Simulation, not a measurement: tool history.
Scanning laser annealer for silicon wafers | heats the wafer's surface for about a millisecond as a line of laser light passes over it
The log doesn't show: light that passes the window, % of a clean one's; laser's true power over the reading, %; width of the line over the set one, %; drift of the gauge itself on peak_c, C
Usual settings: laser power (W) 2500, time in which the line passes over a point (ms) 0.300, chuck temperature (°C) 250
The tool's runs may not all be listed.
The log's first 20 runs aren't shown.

| run | day | laser power (W) | time in which the line passes over a point (ms) | chuck temperature (°C) | hours of work since the window was cleaned | hours of work since the power meter was calibrated | hours of work since the optics were aligned | highest temperature of the surface (°C) |
|---|---|---|---|---|---|---|---|---|
| 21 | 40.962 | 2500 | 0.355 | 250 | 196 | 1060 | 702 | 1076 |
| 22 | 42.038 | 2500 | 0.355 | 250 | 216 | 1080 | 722 | 1075 |
| 23 | 43.983 | 2346 | 0.300 | 250 | 252 | 1116 | 758 | 955 |
| 24 | 45.562 | 2519 | 0.300 | 229 | 281 | 1145 | 787 | 986 |
|  | 47.254 | window over the wafer cleaned |
| 25 | 47.875 | 2613 | 0.234 | 250 | 11 | 1186 | 828 | 984 |
| 26 | 49.321 | 2613 | 0.234 | 250 | 38 | 1213 | 855 | 984 |
| 27 | 50.892 | 2440 | 0.349 | 240 | 67 | 1242 | 884 | 1052 |
| 28 | 52.879 | 2440 | 0.349 | 240 | 104 | 1279 | 921 | 1044 |
| 29 | 55.388 | 2440 | 0.349 | 240 | 150 | 1325 | 967 | 1040 |
| 30 | 57.104 | 2597 | 0.258 | 255 | 182 | 1357 | 999 | 996 |
| 31 | 58.538 | 2500 | 0.258 | 229 | 209 | 1383 | 1025 | 938 |
| 32 | 60.125 | 2500 | 0.258 | 229 | 238 | 1413 | 1055 | 935 |
| 33 | 62.762 | 2739 | 0.232 | 233 | 287 | 1461 | 1103 | 968 |
|  | 64.029 | window over the wafer cleaned |
| 34 | 65.308 | 2614 | 0.232 | 216 | 24 | 1507 | 1149 | 947 |
| 35 | 67.933 | 2369 | 0.213 | 250 | 72 | 1555 | 1198 | 878 |
| 36 | 70.488 | 2360 | 0.219 | 280 | 119 | 1603 | 1245 | 906 |
| 37 | 71.658 | 2558 | 0.366 | 254 | 141 | 1624 | 1266 | 1116 |
| 38 | 73.046 | 2500 | 0.289 | 286 | 167 | 1650 | 1292 | 1035 |
| 39 | 74.950 | 2655 | 0.235 | 250 | 202 | 1685 | 1327 | 977 |
| 40 | 76.292 | 2260 | 0.286 | 260 | 227 | 1710 | 1352 | 925 |

4 ways to go on from here, each from the tool as it stands after run 40. What would each give?
| A | 77.917 | 2158 | 0.212 | 260 | 257 | 1740 | 1382 | ? |
| B | 77.917 | 2170 | 0.299 | 278 | 257 | 1740 | 1382 | ? |
| C | 77.917 | 2570 | 0.340 | 288 | 257 | 1740 | 1382 | ? |
| D | 77.917 | 2500 | 0.300 | 247 | 257 | 1740 | 1382 | ? |

| run | highest temperature of the surface (°C) |
|---|---|
| A | 809 |
| B | 923 |
| C | 1115 |
| D | 1001 |
Without the tool's hidden state the same runs would have given:
| run | highest temperature of the surface (°C) |
|---|---|
| A | 837 |
| B | 956 |
| C | 1157 |
| D | 1039 |
